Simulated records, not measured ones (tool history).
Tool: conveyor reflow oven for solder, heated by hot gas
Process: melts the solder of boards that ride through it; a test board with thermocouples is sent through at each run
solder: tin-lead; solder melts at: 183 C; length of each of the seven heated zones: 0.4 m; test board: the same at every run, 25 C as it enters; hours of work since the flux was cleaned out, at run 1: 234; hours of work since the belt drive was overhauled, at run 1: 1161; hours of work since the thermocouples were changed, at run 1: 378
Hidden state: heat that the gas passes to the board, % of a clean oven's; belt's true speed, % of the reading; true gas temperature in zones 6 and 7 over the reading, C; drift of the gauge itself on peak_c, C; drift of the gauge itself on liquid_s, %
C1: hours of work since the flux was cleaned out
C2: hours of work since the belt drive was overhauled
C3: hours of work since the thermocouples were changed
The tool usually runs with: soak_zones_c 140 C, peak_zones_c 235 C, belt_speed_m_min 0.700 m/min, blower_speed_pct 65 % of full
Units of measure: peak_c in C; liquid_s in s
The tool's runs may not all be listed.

run 1 hour=0.0 | soak_zones_c=140 peak_zones_c=235 belt_speed_m_min=0.700 blower_speed_pct=65 | C1=234 C2=1161 C3=378 | peak_c=218.3 liquid_s=51.8
run 2 hour=59.9 | soak_zones_c=140 peak_zones_c=235 belt_speed_m_min=0.700 blower_speed_pct=65 | C1=278 C2=1204 C3=421 | peak_c=216.2 liquid_s=51.7
-- hour=74.1 belt drive overhauled, speed set with a stopwatch
-- hour=84.1 flux residue cleaned out of gas plates and filters
run 3 hour=109.6 | soak_zones_c=140 peak_zones_c=235 belt_speed_m_min=0.700 blower_speed_pct=65 | C1=19 C2=22 C3=451 | peak_c=218.1 liquid_s=54.9
run 4 hour=153.6 | soak_zones_c=140 peak_zones_c=235 belt_speed_m_min=0.700 blower_speed_pct=65 | C1=51 C2=54 C3=483 | peak_c=218.9 liquid_s=54.8
run 5 hour=200.6 | soak_zones_c=140 peak_zones_c=235 belt_speed_m_min=0.700 blower_speed_pct=65 | C1=85 C2=88 C3=517 | peak_c=218.8 liquid_s=54.3
run 6 hour=263.6 | soak_zones_c=140 peak_zones_c=235 belt_speed_m_min=0.700 blower_speed_pct=65 | C1=131 C2=134 C3=563 | peak_c=218.3 liquid_s=53.8
run 7 hour=312.2 | soak_zones_c=140 peak_zones_c=235 belt_speed_m_min=0.700 blower_speed_pct=65 | C1=166 C2=170 C3=598 | peak_c=218.2 liquid_s=53.7
run 8 hour=375.6 | soak_zones_c=140 peak_zones_c=235 belt_speed_m_min=0.700 blower_speed_pct=65 | C1=212 C2=216 C3=644 | peak_c=216.8 liquid_s=52.9
-- hour=391.3 belt drive overhauled, speed set with a stopwatch, once more
-- hour=402.8 thermocouples of zones 6 and 7 changed
run 9 hour=433.6 | soak_zones_c=140 peak_zones_c=235 belt_speed_m_min=0.700 blower_speed_pct=65 | C1=250 C2=29 C3=22 | peak_c=217.7 liquid_s=52.2
run 10 hour=467.7 | soak_zones_c=140 peak_zones_c=235 belt_speed_m_min=0.700 blower_speed_pct=65 | C1=275 C2=54 C3=47 | peak_c=217.2 liquid_s=51.1
-- hour=493.4 flux residue cleaned out of gas plates and filters
run 11 hour=546.6 | soak_zones_c=140 peak_zones_c=235 belt_speed_m_min=0.700 blower_speed_pct=65 | C1=39 C2=108 C3=101 | peak_c=219.0 liquid_s=52.6
run 12 hour=600.9 | soak_zones_c=140 peak_zones_c=235 belt_speed_m_min=0.700 blower_speed_pct=65 | C1=78 C2=147 C3=141 | peak_c=218.7 liquid_s=52.8
run 13 hour=664.4 | soak_zones_c=140 peak_zones_c=247 belt_speed_m_min=0.700 blower_speed_pct=65 | C1=124 C2=194 C3=187 | peak_c=227.9 liquid_s=58.6
run 14 hour=711.0 | soak_zones_c=140 peak_zones_c=235 belt_speed_m_min=0.700 blower_speed_pct=65 | C1=158 C2=227 C3=221 | peak_c=217.4 liquid_s=52.2
run 15 hour=744.7 | soak_zones_c=139 peak_zones_c=235 belt_speed_m_min=0.700 blower_speed_pct=65 | C1=183 C2=252 C3=245 | peak_c=217.4 liquid_s=51.5
run 16 hour=812.8 | soak_zones_c=136 peak_zones_c=235 belt_speed_m_min=0.689 blower_speed_pct=69 | C1=232 C2=301 C3=295 | peak_c=217.3 liquid_s=51.5
run 17 hour=855.0 | soak_zones_c=153 peak_zones_c=240 belt_speed_m_min=0.700 blower_speed_pct=63 | C1=263 C2=332 C3=325 | peak_c=222.5 liquid_s=59.9
-- hour=896.5 flux residue cleaned out of gas plates and filters
run 18 hour=933.2 | soak_zones_c=153 peak_zones_c=240 belt_speed_m_min=0.700 blower_speed_pct=63 | C1=27 C2=385 C3=379 | peak_c=224.2 liquid_s=61.7
run 19 hour=977.2 | soak_zones_c=140 peak_zones_c=243 belt_speed_m_min=0.703 blower_speed_pct=54 | C1=59 C2=417 C3=411 | peak_c=221.8 liquid_s=54.5
run 20 hour=1038.0 | soak_zones_c=140 peak_zones_c=243 belt_speed_m_min=0.703 blower_speed_pct=80 | C1=103 C2=462 C3=455 | peak_c=227.4 liquid_s=58.0
run 21 hour=1078.1 | soak_zones_c=140 peak_zones_c=243 belt_speed_m_min=0.703 blower_speed_pct=80 | C1=132 C2=491 C3=484 | peak_c=227.7 liquid_s=58.2
run 22 hour=1128.5 | soak_zones_c=140 peak_zones_c=243 belt_speed_m_min=0.703 blower_speed_pct=80 | C1=169 C2=528 C3=521 | peak_c=227.5 liquid_s=58.4
run 23 hour=1165.9 | soak_zones_c=153 peak_zones_c=248 belt_speed_m_min=0.574 blower_speed_pct=67 | C1=196 C2=555 C3=548 | peak_c=236.2 liquid_s=81.0
run 24 hour=1215.4 | soak_zones_c=153 peak_zones_c=248 belt_speed_m_min=0.574 blower_speed_pct=67 | C1=232 C2=591 C3=584 | peak_c=235.9 liquid_s=81.2
run 25 hour=1288.7 | soak_zones_c=141 peak_zones_c=248 belt_speed_m_min=0.658 blower_speed_pct=78 | C1=285 C2=644 C3=637 | peak_c=231.9 liquid_s=64.9
-- hour=1298.0 flux residue cleaned out of gas plates and filters
-- hour=1324.6 thermocouples of zones 6 and 7 changed
run 26 hour=1349.6 | soak_zones_c=141 peak_zones_c=248 belt_speed_m_min=0.658 blower_speed_pct=78 | C1=36 C2=683 C3=18 | peak_c=235.4 liquid_s=66.4
run 27 hour=1419.4 | soak_zones_c=145 peak_zones_c=231 belt_speed_m_min=0.727 blower_speed_pct=63 | C1=87 C2=734 C3=69 | peak_c=214.8 liquid_s=50.2
run 28 hour=1453.9 | soak_zones_c=138 peak_zones_c=232 belt_speed_m_min=0.565 blower_speed_pct=54 | C1=112 C2=759 C3=94 | peak_c=219.4 liquid_s=66.7
run 29 hour=1521.3 | soak_zones_c=133 peak_zones_c=224 belt_speed_m_min=0.700 blower_speed_pct=58 | C1=161 C2=808 C3=143 | peak_c=205.9 liquid_s=39.5
run 30 hour=1572.1 | soak_zones_c=145 peak_zones_c=244 belt_speed_m_min=0.775 blower_speed_pct=76 | C1=198 C2=845 C3=180 | peak_c=225.3 liquid_s=52.4

Table of differences, measured result less the result of that run with no hidden state. Run-to-run variation is the same in both. Gauge scatter possibly is not:
run=1 peak_c=-2.6 liquid_s=-1.3
run=2 peak_c=-3.1 liquid_s=-1.6
run=3 peak_c=-0.3 liquid_s=+1.1
run=4 peak_c=-0.6 liquid_s=+0.8
run=5 peak_c=-1.0 liquid_s=+0.6
run=6 peak_c=-1.4 liquid_s=+0.3
run=7 peak_c=-1.8 liquid_s=+0.0
run=8 peak_c=-2.3 liquid_s=-0.5
run=9 peak_c=-2.3 liquid_s=-2.0
run=10 peak_c=-2.7 liquid_s=-2.2
run=11 peak_c=-0.8 liquid_s=-0.6
run=12 peak_c=-1.2 liquid_s=-1.0
run=13 peak_c=-1.9 liquid_s=-1.0
run=14 peak_c=-2.0 liquid_s=-1.5
run=15 peak_c=-2.3 liquid_s=-1.8
run=16 peak_c=-2.9 liquid_s=-2.3
run=17 peak_c=-2.9 liquid_s=-1.7
run=18 peak_c=-0.9 liquid_s=-0.3
run=19 peak_c=-1.3 liquid_s=-0.6
run=20 peak_c=-1.9 liquid_s=-0.7
run=21 peak_c=-2.2 liquid_s=-0.9
run=22 peak_c=-2.6 liquid_s=-1.1
run=23 peak_c=-2.3 liquid_s=-0.4
run=24 peak_c=-2.7 liquid_s=-0.6
run=25 peak_c=-4.0 liquid_s=-1.4
run=26 peak_c=-0.3 liquid_s=+0.4
run=27 peak_c=-0.9 liquid_s=-0.4
run=28 peak_c=-0.9 liquid_s=-0.4
run=29 peak_c=-1.6 liquid_s=-1.6
run=30 peak_c=-2.5 liquid_s=-0.9

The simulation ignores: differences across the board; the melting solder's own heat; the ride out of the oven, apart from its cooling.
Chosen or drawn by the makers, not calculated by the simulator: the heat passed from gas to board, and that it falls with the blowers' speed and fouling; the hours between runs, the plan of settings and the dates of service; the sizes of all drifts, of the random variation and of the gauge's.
